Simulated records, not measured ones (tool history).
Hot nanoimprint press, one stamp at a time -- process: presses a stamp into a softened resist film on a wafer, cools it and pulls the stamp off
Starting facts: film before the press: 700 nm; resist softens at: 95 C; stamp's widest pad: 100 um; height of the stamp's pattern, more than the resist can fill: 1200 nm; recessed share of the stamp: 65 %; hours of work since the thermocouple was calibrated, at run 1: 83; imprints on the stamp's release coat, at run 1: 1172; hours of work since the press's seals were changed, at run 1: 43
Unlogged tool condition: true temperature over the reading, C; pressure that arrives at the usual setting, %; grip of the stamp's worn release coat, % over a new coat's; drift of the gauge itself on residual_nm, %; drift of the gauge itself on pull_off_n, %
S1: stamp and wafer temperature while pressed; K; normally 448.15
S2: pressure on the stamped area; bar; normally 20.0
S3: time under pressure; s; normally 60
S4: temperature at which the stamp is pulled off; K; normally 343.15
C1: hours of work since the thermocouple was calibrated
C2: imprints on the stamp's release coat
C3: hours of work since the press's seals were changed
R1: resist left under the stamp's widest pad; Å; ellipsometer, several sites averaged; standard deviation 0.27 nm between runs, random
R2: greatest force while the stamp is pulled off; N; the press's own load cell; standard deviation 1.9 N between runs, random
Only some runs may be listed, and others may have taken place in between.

run    day      S1    S2   S3      S4   C1    C2  C3    R1   R2
  1  0.000  448.15  20.0   60  343.15   83  1172  43  2803  186
  2  0.300  448.15  20.0   60  343.15   87  1195  48  2803  181
  3  0.608  460.15  20.0   60  343.15   92  1219  52  2097  181
  4  0.842  448.15  20.0   60  346.15   95  1237  56  2805  168
  5  1.212  448.15  20.0   60  333.15  101  1265  61  2802  243
  6  1.500  448.15  20.0   63  343.15  105  1287  66  2755  186
     1.988  -- stamp cleaned and given a new release coat
  7  2.029  440.15  20.0   30  343.15  109     3  70  4281  143
  8  2.333  440.15  20.0   30  343.15  114    26  74  4289  140
  9  2.592  446.15  16.2   34  343.15  118    46  78  3952  142
 10  2.783  438.15  16.2  119  343.15  121    61  81  3218  143

Forecast each of these 5 alternatives for the next run:
  A  3.017  448.15  13.7  82  335.15  124  79  84   ?   ?
  B  3.017  438.15  30.0  38  341.15  124  79  84   ?   ?
  C  3.017  438.15  17.1  42  348.15  124  79  84   ?   ?
  D  3.017  438.15  22.3  32  329.15  124  79  84   ?   ?
  E  3.017  445.15  20.0  60  343.15  124  79  84   ?   ?

run    R1   R2
  A  3059  176
  B  3478  152
  C  4359  121
  D  4202  200
  E  3028  143
Stripped of hidden state, with their random variation kept, the same runs would have yielded:
run    R1   R2
  A  3073  173
  B  3496  150
  C  4378  119
  D  4221  197
  E  3043  141
